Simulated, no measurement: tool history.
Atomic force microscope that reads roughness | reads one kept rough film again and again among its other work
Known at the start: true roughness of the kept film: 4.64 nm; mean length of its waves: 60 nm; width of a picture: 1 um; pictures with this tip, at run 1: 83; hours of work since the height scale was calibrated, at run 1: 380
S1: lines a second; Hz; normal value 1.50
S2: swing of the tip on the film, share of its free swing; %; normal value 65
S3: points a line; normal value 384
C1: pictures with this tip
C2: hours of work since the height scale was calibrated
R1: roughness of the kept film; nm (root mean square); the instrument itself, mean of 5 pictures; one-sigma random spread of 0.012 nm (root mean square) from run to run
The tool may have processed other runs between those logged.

run	day	S1	S2	S3	C1	C2	R1
1	0.000	1.50	65	384	83	380	4.208
2	0.329	1.50	65	384	97	386	4.179
3	0.933	1.50	65	384	123	396	4.170
4	1.200	1.50	65	543	135	400	4.159
5	1.512	1.50	65	384	148	405	4.145
6	1.775	1.50	65	384	160	409	4.137
# day 2.050: new tip fitted
7	2.425	1.50	71	384	16	420	4.182
8	2.938	1.50	80	384	38	428	4.050
9	3.383	1.50	65	384	57	435	4.225
10	3.704	1.50	65	384	71	440	4.210
11	4.254	1.50	65	384	95	449	4.178
12	4.904	2.28	65	384	123	460	4.084
13	5.342	0.72	72	384	142	467	4.175
14	5.983	0.72	72	384	169	477	4.187
# day 6.033: new tip fitted
# day 6.075: height scale calibrated on a step standard
15	6.338	0.63	72	384	11	4	4.326
16	6.600	1.50	65	549	22	9	4.246
17	7.129	1.50	65	517	45	17	4.271
18	7.408	1.26	58	517	57	22	4.289
19	7.908	1.50	88	419	79	30	3.862
# day 8.438: height scale calibrated on a step standard, once more
20	8.596	0.52	71	270	106	3	4.281
21	9.196	1.05	57	270	132	12	4.259
22	9.667	1.05	57	270	153	20	4.256
# day 10.112: new tip fitted
23	10.212	1.05	60	628	4	29	4.376
24	10.758	1.05	60	628	28	37	4.380

3 ways to go on from here, each from the tool as it stands after run 24. What would each give?
A	11.171	2.60	85	644	46	44	?
B	11.171	1.55	77	384	46	44	?
C	11.171	1.07	60	332	46	44	?

run	R1
A	3.680
B	4.085
C	4.310
With the hidden condition removed and each run's random variation left untouched, the same runs would have given:
run	R1
A	3.725
B	4.135
C	4.363
